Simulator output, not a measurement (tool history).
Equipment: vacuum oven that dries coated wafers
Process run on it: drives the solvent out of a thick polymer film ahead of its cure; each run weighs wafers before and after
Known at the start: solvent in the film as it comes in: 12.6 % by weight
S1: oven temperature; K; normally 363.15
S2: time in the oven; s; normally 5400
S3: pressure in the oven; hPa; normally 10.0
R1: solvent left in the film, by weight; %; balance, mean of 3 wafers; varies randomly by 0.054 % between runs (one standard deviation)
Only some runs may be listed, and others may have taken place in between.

| run | hour | S1 | S2 | S3 | R1 |
|---|---|---|---|---|---|
| 1 | 0.0 | 363.15 | 5400 | 10.0 | 2.66 |
| 2 | 43.8 | 363.15 | 5400 | 10.0 | 2.63 |
| 3 | 78.9 | 363.15 | 5400 | 10.0 | 2.61 |
| 4 | 107.9 | 363.15 | 5400 | 10.0 | 2.62 |
| 5 | 147.2 | 363.15 | 5400 | 10.0 | 2.55 |
| 6 | 183.6 | 363.15 | 5400 | 10.0 | 2.71 |
| 7 | 221.3 | 363.15 | 5400 | 10.0 | 2.65 |
| 8 | 271.4 | 357.15 | 4560 | 10.0 | 4.88 |
| 9 | 297.8 | 354.15 | 4560 | 10.0 | 5.70 |
|  | 302.1 | vacuum gauge cleaned of residue and calibrated |
| 10 | 333.0 | 354.15 | 4560 | 23.2 | 7.46 |
| 11 | 387.7 | 357.15 | 8520 | 35.7 | 6.73 |
|  | 406.6 | vacuum gauge cleaned of residue and calibrated, once more |
| 12 | 452.4 | 373.15 | 5400 | 38.3 | 3.27 |
| 13 | 496.7 | 363.15 | 5220 | 6.4 | 2.32 |

Had the tool no unlogged condition, and each run kept its random variation, what would the results have been?
The hidden state here: true wafer temperature over the reading, C; true pressure over the reading, kPa; drift of the gauge itself on solvent_pct, %.
| run | R1 |
|---|---|
| 1 | 2.20 |
| 2 | 2.16 |
| 3 | 2.12 |
| 4 | 2.12 |
| 5 | 2.03 |
| 6 | 2.17 |
| 7 | 2.09 |
| 8 | 4.18 |
| 9 | 4.97 |
| 10 | 6.51 |
| 11 | 5.66 |
| 12 | 3.02 |
| 13 | 1.92 |

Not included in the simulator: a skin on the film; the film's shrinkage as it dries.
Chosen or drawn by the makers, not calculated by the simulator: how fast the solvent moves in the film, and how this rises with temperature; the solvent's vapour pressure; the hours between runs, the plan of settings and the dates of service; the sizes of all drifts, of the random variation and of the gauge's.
